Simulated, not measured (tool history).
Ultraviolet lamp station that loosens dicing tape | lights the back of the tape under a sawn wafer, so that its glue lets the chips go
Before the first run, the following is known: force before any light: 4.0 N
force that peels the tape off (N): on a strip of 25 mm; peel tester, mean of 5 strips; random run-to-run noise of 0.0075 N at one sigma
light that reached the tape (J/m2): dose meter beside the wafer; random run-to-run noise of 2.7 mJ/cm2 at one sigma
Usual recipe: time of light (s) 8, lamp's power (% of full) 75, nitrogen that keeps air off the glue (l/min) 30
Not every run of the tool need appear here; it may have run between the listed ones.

run,hour,time of light (s),lamp's power (% of full),nitrogen that keeps air off the glue (l/min),force that peels the tape off (N),light that reached the tape (J/m2)
1,0.0,8,75,30,0.325,2950
2,6.7,8,75,30,0.334,2990
3,18.4,8,75,30,0.335,3000
4,24.6,8,75,30,0.319,2950
5,33.2,8,75,30,0.339,2970
6,42.3,8,75,30,0.336,2960
7,48.3,8,75,30,0.334,2930
8,53.9,8,75,30,0.337,2910
9,59.8,8,75,30,0.330,2910
10,65.7,8,75,30,0.338,2880
11,76.3,8,75,30,0.327,2900
12,86.1,8,75,30,0.324,2890
13,97.3,8,75,12,0.435,2830
14,104.3,16,76,35,0.237,5790
# hour 105.5: window cleaned of glue's vapour
15,115.9,16,76,35,0.234,5240
16,124.7,4,76,35,0.919,1290
17,135.1,4,99,35,0.636,1710
18,147.6,15,69,39,0.252,4420
19,152.9,16,75,12,0.252,5100
20,158.5,16,83,12,0.243,5610
21,171.0,11,78,23,0.293,3640
22,179.4,5,64,30,0.926,1330
# hour 181.5: window cleaned of glue's vapour, once more
23,188.1,7,71,40,0.337,2730

4 ways to go on from here, each from the tool as it stands after run 23. What would each give?
A,198.8,12,83,53,?,?
B,198.8,12,71,40,?,?
C,198.8,7,70,16,?,?
D,198.8,7,99,40,?,?

run,force that peels the tape off (N),light that reached the tape (J/m2)
A,0.237,5440
B,0.249,4670
C,0.438,2740
D,0.260,3780
With the hidden condition removed and each run's random variation left untouched, the same runs would have given:
run,force that peels the tape off (N),light that reached the tape (J/m2)
A,0.236,5880
B,0.246,5050
C,0.396,2960
D,0.252,4090

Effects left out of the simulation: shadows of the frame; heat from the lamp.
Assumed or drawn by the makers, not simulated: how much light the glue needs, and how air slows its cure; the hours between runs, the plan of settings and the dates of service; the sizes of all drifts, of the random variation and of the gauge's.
